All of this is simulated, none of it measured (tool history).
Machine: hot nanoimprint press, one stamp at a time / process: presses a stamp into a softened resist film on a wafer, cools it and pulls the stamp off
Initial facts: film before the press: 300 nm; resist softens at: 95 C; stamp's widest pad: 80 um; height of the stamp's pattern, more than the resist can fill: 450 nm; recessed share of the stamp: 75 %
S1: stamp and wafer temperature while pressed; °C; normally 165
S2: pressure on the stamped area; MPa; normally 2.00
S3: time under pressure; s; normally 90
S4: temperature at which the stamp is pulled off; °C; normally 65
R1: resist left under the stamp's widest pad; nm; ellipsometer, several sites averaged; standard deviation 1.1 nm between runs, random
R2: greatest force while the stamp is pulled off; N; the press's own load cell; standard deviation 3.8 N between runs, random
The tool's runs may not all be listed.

| run | hour | S1 | S2 | S3 | S4 | R1 | R2 |
|---|---|---|---|---|---|---|---|
| 1 | 0.0 | 165 | 2.00 | 90 | 65 | 152.1 | 250 |
| 2 | 7.5 | 165 | 2.00 | 90 | 65 | 153.4 | 252 |
| 3 | 16.6 | 165 | 2.00 | 90 | 65 | 154.5 | 248 |
| 4 | 26.9 | 165 | 2.00 | 90 | 65 | 154.2 | 241 |
|  | 30.9 | plate thermocouple calibrated |
| 5 | 45.4 | 165 | 2.00 | 126 | 65 | 135.2 | 256 |
| 6 | 51.8 | 165 | 2.00 | 126 | 65 | 132.9 | 255 |
|  | 64.2 | plate thermocouple calibrated, once more |
| 7 | 68.2 | 165 | 2.00 | 126 | 65 | 138.7 | 250 |
| 8 | 79.4 | 165 | 2.69 | 107 | 65 | 128.0 | 252 |
| 9 | 89.6 | 165 | 2.69 | 107 | 65 | 129.2 | 255 |
| 10 | 98.8 | 155 | 2.00 | 90 | 54 | 235.2 | 302 |
| 11 | 110.7 | 165 | 3.13 | 90 | 65 | 125.3 | 257 |
| 12 | 125.6 | 165 | 3.04 | 90 | 57 | 128.5 | 281 |
| 13 | 134.5 | 159 | 3.04 | 90 | 57 | 172.9 | 288 |

Results for each run, recomputed without the tool's hidden state and with each run's random variation untouched:
Hidden state at play: true temperature over the reading, C; pressure that arrives at the usual setting, %; grip of the stamp's worn release coat, % over a new coat's; drift of the gauge itself on residual_nm, %; drift of the gauge itself on pull_off_n, %.
| run | R1 | R2 |
|---|---|---|
| 1 | 153.2 | 228 |
| 2 | 154.6 | 229 |
| 3 | 155.7 | 226 |
| 4 | 155.6 | 219 |
| 5 | 137.7 | 232 |
| 6 | 135.4 | 231 |
| 7 | 137.5 | 224 |
| 8 | 126.8 | 225 |
| 9 | 128.1 | 227 |
| 10 | 234.4 | 269 |
| 11 | 124.4 | 228 |
| 12 | 127.8 | 248 |
| 13 | 172.2 | 254 |
